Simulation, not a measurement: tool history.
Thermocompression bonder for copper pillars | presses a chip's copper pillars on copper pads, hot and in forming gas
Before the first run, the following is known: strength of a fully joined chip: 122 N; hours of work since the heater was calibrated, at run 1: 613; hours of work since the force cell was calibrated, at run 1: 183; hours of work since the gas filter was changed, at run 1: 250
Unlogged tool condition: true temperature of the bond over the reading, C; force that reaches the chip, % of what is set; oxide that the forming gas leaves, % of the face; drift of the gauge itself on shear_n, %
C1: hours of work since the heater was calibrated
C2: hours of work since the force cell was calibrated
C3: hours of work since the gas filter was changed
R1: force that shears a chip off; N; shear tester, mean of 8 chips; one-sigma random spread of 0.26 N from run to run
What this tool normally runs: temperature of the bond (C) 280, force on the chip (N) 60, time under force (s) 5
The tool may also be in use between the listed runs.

{"run": 1, "hour": 0.0, "temperature of the bond (C)": 280, "force on the chip (N)": 60, "time under force (s)": 5, "C1": 613, "C2": 183, "C3": 250, "R1": 61.7}
{"run": 2, "hour": 18.3, "temperature of the bond (C)": 280, "force on the chip (N)": 60, "time under force (s)": 5, "C1": 622, "C2": 192, "C3": 259, "R1": 61.8}
{"run": 3, "hour": 27.9, "temperature of the bond (C)": 301, "force on the chip (N)": 60, "time under force (s)": 5, "C1": 627, "C2": 197, "C3": 264, "R1": 71.6}
{"run": 4, "hour": 43.3, "temperature of the bond (C)": 301, "force on the chip (N)": 60, "time under force (s)": 5, "C1": 634, "C2": 204, "C3": 272, "R1": 71.6}
{"run": 5, "hour": 56.4, "temperature of the bond (C)": 284, "force on the chip (N)": 60, "time under force (s)": 5, "C1": 641, "C2": 211, "C3": 278, "R1": 63.6}
{"run": 6, "hour": 67.7, "temperature of the bond (C)": 284, "force on the chip (N)": 60, "time under force (s)": 5, "C1": 647, "C2": 217, "C3": 284, "R1": 63.8}
{"hour": 70.3, "done": "force cell calibrated"}
{"hour": 78.7, "done": "forming gas filter changed"}
{"run": 7, "hour": 80.5, "temperature of the bond (C)": 281, "force on the chip (N)": 40, "time under force (s)": 5, "C1": 652, "C2": 5, "C3": 1, "R1": 52.9}
{"run": 8, "hour": 93.7, "temperature of the bond (C)": 300, "force on the chip (N)": 60, "time under force (s)": 4, "C1": 659, "C2": 11, "C3": 7, "R1": 70.5}
{"run": 9, "hour": 102.4, "temperature of the bond (C)": 250, "force on the chip (N)": 36, "time under force (s)": 4, "C1": 663, "C2": 16, "C3": 12, "R1": 33.0}
{"run": 10, "hour": 113.6, "temperature of the bond (C)": 250, "force on the chip (N)": 36, "time under force (s)": 4, "C1": 668, "C2": 21, "C3": 17, "R1": 33.1}
{"run": 11, "hour": 123.9, "temperature of the bond (C)": 250, "force on the chip (N)": 36, "time under force (s)": 4, "C1": 674, "C2": 26, "C3": 23, "R1": 33.1}

5 ways to go on from here, each from the tool as it stands after run 11. What would each give?
{"run": "A", "hour": 143.1, "temperature of the bond (C)": 280, "force on the chip (N)": 65, "time under force (s)": 6, "C1": 683, "C2": 36, "C3": 32, "R1": "?"}
{"run": "B", "hour": 143.1, "temperature of the bond (C)": 299, "force on the chip (N)": 71, "time under force (s)": 12, "C1": 683, "C2": 36, "C3": 32, "R1": "?"}
{"run": "C", "hour": 143.1, "temperature of the bond (C)": 309, "force on the chip (N)": 60, "time under force (s)": 10, "C1": 683, "C2": 36, "C3": 32, "R1": "?"}
{"run": "D", "hour": 143.1, "temperature of the bond (C)": 268, "force on the chip (N)": 71, "time under force (s)": 15, "C1": 683, "C2": 36, "C3": 32, "R1": "?"}
{"run": "E", "hour": 143.1, "temperature of the bond (C)": 308, "force on the chip (N)": 79, "time under force (s)": 5, "C1": 683, "C2": 36, "C3": 32, "R1": "?"}

run=A R1=71.0
run=B R1=98.5
run=C R1=93.6
run=D R1=88.1
run=E R1=87.4
With the hidden condition removed and each run's random variation left untouched, the same runs would have given:
run=A R1=73.2
run=B R1=100.5
run=C R1=95.6
run=D R1=90.4
run=E R1=89.4

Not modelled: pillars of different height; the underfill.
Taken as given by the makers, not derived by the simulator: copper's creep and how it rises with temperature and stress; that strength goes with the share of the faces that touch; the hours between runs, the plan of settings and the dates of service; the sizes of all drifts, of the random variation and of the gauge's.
